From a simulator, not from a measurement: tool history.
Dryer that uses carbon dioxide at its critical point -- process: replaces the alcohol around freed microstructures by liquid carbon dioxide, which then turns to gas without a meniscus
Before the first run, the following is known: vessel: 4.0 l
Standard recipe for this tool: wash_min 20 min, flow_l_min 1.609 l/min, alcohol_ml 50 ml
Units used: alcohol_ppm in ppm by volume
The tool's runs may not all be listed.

| run | hour | wash_min | flow_l_min | alcohol_ml | alcohol_ppm |
|---|---|---|---|---|---|
| 1 | 0.0 | 20 | 1.609 | 50 | 42 |
| 2 | 57.9 | 20 | 1.609 | 50 | 39 |
| 3 | 118.0 | 20 | 2.310 | 50 | 37 |
| 4 | 177.4 | 19 | 1.609 | 50 | 53 |
| 5 | 218.2 | 19 | 1.609 | 50 | 61 |
| 6 | 271.8 | 19 | 1.609 | 50 | 73 |
| 7 | 308.8 | 20 | 1.400 | 50 | 80 |
| 8 | 359.2 | 20 | 1.400 | 50 | 86 |
| 9 | 387.1 | 20 | 1.400 | 50 | 100 |
| 10 | 446.4 | 20 | 1.570 | 50 | 90 |
| 11 | 491.5 | 20 | 1.570 | 50 | 89 |
| 12 | 555.1 | 20 | 1.570 | 50 | 95 |
| 13 | 607.0 | 20 | 1.570 | 50 | 105 |
| 14 | 655.6 | 20 | 1.060 | 50 | 255 |
|  | 678.6 | inlet filter changed |
| 15 | 715.7 | 20 | 1.609 | 50 | 98 |
| 16 | 743.2 | 23 | 1.609 | 50 | 100 |
| 17 | 787.5 | 23 | 1.609 | 50 | 101 |
| 18 | 846.9 | 23 | 1.609 | 50 | 100 |
| 19 | 882.8 | 19 | 1.609 | 50 | 124 |
| 20 | 918.8 | 20 | 1.290 | 50 | 154 |
| 21 | 960.6 | 20 | 1.290 | 75 | 198 |
| 22 | 1008.6 | 20 | 1.290 | 75 | 204 |
| 23 | 1036.0 | 20 | 2.330 | 75 | 122 |
| 24 | 1068.4 | 20 | 1.609 | 46 | 136 |
| 25 | 1125.4 | 21 | 2.500 | 26 | 128 |
| 26 | 1178.2 | 13 | 2.150 | 59 | 179 |
| 27 | 1222.9 | 13 | 2.150 | 59 | 185 |
| 28 | 1259.0 | 13 | 2.150 | 59 | 179 |
| 29 | 1300.6 | 13 | 2.150 | 59 | 188 |
| 30 | 1347.3 | 13 | 2.150 | 59 | 191 |
| 31 | 1389.1 | 13 | 2.150 | 59 | 203 |
|  | 1401.5 | inlet filter changed |
| 32 | 1431.4 | 29 | 1.609 | 38 | 148 |
| 33 | 1487.7 | 29 | 1.609 | 38 | 158 |
| 34 | 1537.6 | 29 | 1.609 | 38 | 160 |
| 35 | 1579.8 | 16 | 1.130 | 50 | 438 |
| 36 | 1619.9 | 16 | 2.330 | 58 | 177 |
| 37 | 1678.1 | 20 | 2.330 | 58 | 175 |
|  | 1704.7 | purifier's bed changed |
| 38 | 1717.0 | 20 | 2.330 | 58 | 11 |
| 39 | 1774.8 | 20 | 2.330 | 58 | 6 |
| 40 | 1804.1 | 20 | 2.330 | 58 | 17 |
| 41 | 1851.3 | 15 | 1.770 | 50 | 71 |
| 42 | 1881.9 | 15 | 1.770 | 50 | 85 |
| 43 | 1933.5 | 12 | 1.770 | 21 | 99 |
| 44 | 1981.6 | 12 | 1.770 | 21 | 106 |
| 45 | 2020.6 | 14 | 2.700 | 33 | 38 |
| 46 | 2060.6 | 14 | 2.700 | 33 | 34 |
| 47 | 2122.5 | 30 | 1.470 | 58 | 50 |

How would selected steps in alcohol_ppm from run to run divide? Give the signed amount a tool lacking its hidden state would still show from settings, what came in and random variation, and the signed amount left for the hidden state, including any gauge scatter that is not in both of the compared results.
Unlogged tool condition in this case: flow that reaches the vessel past the clogged filter, %; alcohol in the recycled carbon dioxide, ppm; drift of the gauge itself on alcohol_ppm, %.
Run 13 -> 14: flow_l_min 1.570 -> 1.060. alcohol_ppm +150 ppm by volume: hidden state +42, all else +108.
Run 14 -> 15: flow_l_min 1.060 -> 1.609, inlet filter changed. alcohol_ppm -157 ppm by volume: hidden state -41, all else -116.
Run 34 -> 35: wash_min 29 -> 16, flow_l_min 1.609 -> 1.130, alcohol_ml 38 -> 50. alcohol_ppm +278 ppm by volume: hidden state +20, all else +258.
Run 35 -> 36: flow_l_min 1.130 -> 2.330, alcohol_ml 50 -> 58. alcohol_ppm -261 ppm by volume: hidden state -10, all else -251.
Run 37 -> 38: purifier's bed changed. alcohol_ppm -164 ppm by volume: hidden state -168, all else +4.

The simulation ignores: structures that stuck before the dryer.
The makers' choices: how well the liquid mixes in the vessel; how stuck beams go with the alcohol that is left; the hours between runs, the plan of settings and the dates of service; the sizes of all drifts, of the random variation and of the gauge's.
